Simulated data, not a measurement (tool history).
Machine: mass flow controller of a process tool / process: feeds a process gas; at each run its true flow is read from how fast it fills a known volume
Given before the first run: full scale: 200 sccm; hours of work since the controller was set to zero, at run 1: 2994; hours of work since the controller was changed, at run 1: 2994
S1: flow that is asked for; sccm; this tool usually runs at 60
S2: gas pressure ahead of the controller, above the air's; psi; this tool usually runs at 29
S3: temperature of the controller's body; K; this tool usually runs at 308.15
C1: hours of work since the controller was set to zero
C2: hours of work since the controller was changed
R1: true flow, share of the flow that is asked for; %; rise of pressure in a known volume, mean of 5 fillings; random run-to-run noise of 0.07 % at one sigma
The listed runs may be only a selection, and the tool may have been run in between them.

run,day,S1,S2,S3,C1,C2,R1
1,0,60,29,308.15,2994,2994,98
2,3.958,60,29,308.15,3059,3059,97.67
3,8.479,60,29,308.15,3133,3133,97.59
4,12.275,60,28,308.15,3195,3195,97.53
5,14.183,60,29,308.15,3226,3226,97.52
6,16.5,60,29,308.15,3264,3264,97.49
7,18.875,60,29,308.15,3303,3303,97.45
8,21,60,29,308.15,3338,3338,97.43
9,23.338,60,24.5,308.15,3376,3376,97.3
10,27.688,60,29,308.15,3448,3448,97.13
11,30.446,60,29,308.15,3493,3493,97.12
12,33.575,60,29,302.15,3544,3544,97.44
13,36.846,60,29,302.15,3598,3598,97.28
14,39.229,121,37.6,296.15,3637,3637,98.67
# day 40.125: gauge calibrated
15,42.404,121,37.6,296.15,3689,3689,99.51
16,45.996,121,37.6,296.15,3748,3748,99.62
17,49.658,121,37.6,296.15,3808,3808,99.42
18,52.762,121,37.6,296.15,3859,3859,99.4
19,55.321,121,37.6,296.15,3901,3901,99.15
20,58.325,26,28.3,302.15,3950,3950,97.34
21,62.562,29,28.4,302.15,4019,4019,97.45
22,67.092,60,35.5,296.15,4094,4094,98.17
23,69.596,74,34.7,299.15,4135,4135,98.04

Alternative continuations, all from the tool just after run 23; predict every row:
A,72.346,47,20.5,308.15,4180,4180,?
B,72.346,138,34.7,301.15,4180,4180,?
C,72.346,60,24.2,308.15,4180,4180,?
D,72.346,27,31.2,293.15,4180,4180,?

run,R1
A,96.6
B,98.55
C,96.84
D,97.96
Take away the tool's hidden state, keep each run's random variation, and the runs would have read:
run,R1
A,97.45
B,99.43
C,97.7
D,98.82
